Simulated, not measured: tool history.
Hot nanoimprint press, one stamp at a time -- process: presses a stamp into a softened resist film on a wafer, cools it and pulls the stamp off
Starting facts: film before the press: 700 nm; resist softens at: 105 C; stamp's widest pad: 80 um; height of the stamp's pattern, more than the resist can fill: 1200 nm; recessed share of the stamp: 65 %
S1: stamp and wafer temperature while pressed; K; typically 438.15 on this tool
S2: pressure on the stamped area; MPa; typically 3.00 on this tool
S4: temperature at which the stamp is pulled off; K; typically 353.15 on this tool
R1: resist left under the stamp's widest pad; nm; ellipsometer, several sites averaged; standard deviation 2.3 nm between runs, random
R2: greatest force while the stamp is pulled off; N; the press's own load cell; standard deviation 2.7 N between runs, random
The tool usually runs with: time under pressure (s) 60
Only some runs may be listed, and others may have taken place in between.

run 1 day=0.000 | S1=438.15 S2=3.00 time_under_pressure_(s)=60 S4=353.15 | R1=349.0 R2=155
run 2 day=0.983 | S1=438.15 S2=3.00 time_under_pressure_(s)=60 S4=342.15 | R1=350.4 R2=184
run 3 day=2.062 | S1=438.15 S2=3.00 time_under_pressure_(s)=60 S4=342.15 | R1=352.9 R2=190
run 4 day=2.912 | S1=438.15 S2=3.00 time_under_pressure_(s)=60 S4=342.15 | R1=353.6 R2=197
run 5 day=4.396 | S1=438.15 S2=3.00 time_under_pressure_(s)=60 S4=342.15 | R1=344.9 R2=185
run 6 day=5.108 | S1=438.15 S2=3.00 time_under_pressure_(s)=60 S4=342.15 | R1=348.7 R2=192
run 7 day=6.371 | S1=438.15 S2=3.00 time_under_pressure_(s)=60 S4=359.15 | R1=348.1 R2=164
run 8 day=7.375 | S1=438.15 S2=3.00 time_under_pressure_(s)=60 S4=359.15 | R1=346.5 R2=161
-- day=8.325 stamp cleaned and given a new release coat
run 9 day=8.450 | S1=438.15 S2=3.00 time_under_pressure_(s)=60 S4=359.15 | R1=341.7 R2=120
run 10 day=9.392 | S1=438.15 S2=3.00 time_under_pressure_(s)=60 S4=359.15 | R1=345.4 R2=116
run 11 day=10.371 | S1=438.15 S2=3.00 time_under_pressure_(s)=60 S4=359.15 | R1=341.2 R2=120
run 12 day=11.733 | S1=438.15 S2=3.00 time_under_pressure_(s)=60 S4=359.15 | R1=342.2 R2=121
run 13 day=12.908 | S1=438.15 S2=3.00 time_under_pressure_(s)=60 S4=359.15 | R1=341.2 R2=123
run 14 day=13.967 | S1=438.15 S2=3.00 time_under_pressure_(s)=60 S4=359.15 | R1=337.5 R2=127
run 15 day=15.067 | S1=438.15 S2=3.00 time_under_pressure_(s)=60 S4=359.15 | R1=334.9 R2=126
run 16 day=16.325 | S1=448.15 S2=2.69 time_under_pressure_(s)=60 S4=357.15 | R1=198.2 R2=138
run 17 day=17.188 | S1=446.15 S2=3.00 time_under_pressure_(s)=60 S4=353.15 | R1=208.6 R2=142
run 18 day=17.946 | S1=446.15 S2=3.00 time_under_pressure_(s)=74 S4=339.15 | R1=190.3 R2=179
run 19 day=19.558 | S1=431.15 S2=1.86 time_under_pressure_(s)=62 S4=344.15 | R1=535.0 R2=174
run 20 day=20.862 | S1=431.15 S2=1.86 time_under_pressure_(s)=62 S4=344.15 | R1=532.1 R2=175
run 21 day=21.883 | S1=444.15 S2=2.42 time_under_pressure_(s)=92 S4=359.15 | R1=211.3 R2=145
run 22 day=23.208 | S1=444.15 S2=2.42 time_under_pressure_(s)=92 S4=359.15 | R1=211.4 R2=144
run 23 day=24.754 | S1=444.15 S2=2.42 time_under_pressure_(s)=92 S4=359.15 | R1=208.0 R2=150
run 24 day=26.125 | S1=438.15 S2=3.00 time_under_pressure_(s)=47 S4=353.15 | R1=361.0 R2=170
run 25 day=27.229 | S1=438.15 S2=1.94 time_under_pressure_(s)=58 S4=353.15 | R1=387.3 R2=174
run 26 day=28.500 | S1=438.15 S2=1.94 time_under_pressure_(s)=58 S4=353.15 | R1=389.3 R2=170
-- day=29.333 stamp cleaned and given a new release coat
-- day=30.142 plate thermocouple calibrated
run 27 day=30.179 | S1=438.15 S2=1.94 time_under_pressure_(s)=58 S4=348.15 | R1=436.2 R2=137
run 28 day=31.062 | S1=438.15 S2=1.94 time_under_pressure_(s)=58 S4=348.15 | R1=433.6 R2=136
run 29 day=32.183 | S1=438.15 S2=3.17 time_under_pressure_(s)=60 S4=353.15 | R1=366.6 R2=130

Branching from run 29: 3 alternative next runs. What would each branch give?
run A day=33.583 | S1=433.15 S2=3.00 time_under_pressure_(s)=108 S4=345.15 | R1=? R2=?
run B day=33.583 | S1=438.15 S2=4.12 time_under_pressure_(s)=60 S4=353.15 | R1=? R2=?
run C day=33.583 | S1=438.15 S2=3.57 time_under_pressure_(s)=50 S4=352.15 | R1=? R2=?

run=A R1=401.4 R2=152
run=B R1=334.1 R2=133
run=C R1=375.3 R2=131
Without the tool's unlogged condition, the same runs would have read:
run=A R1=394.4 R2=141
run=B R1=324.8 R2=123
run=C R1=366.9 R2=122
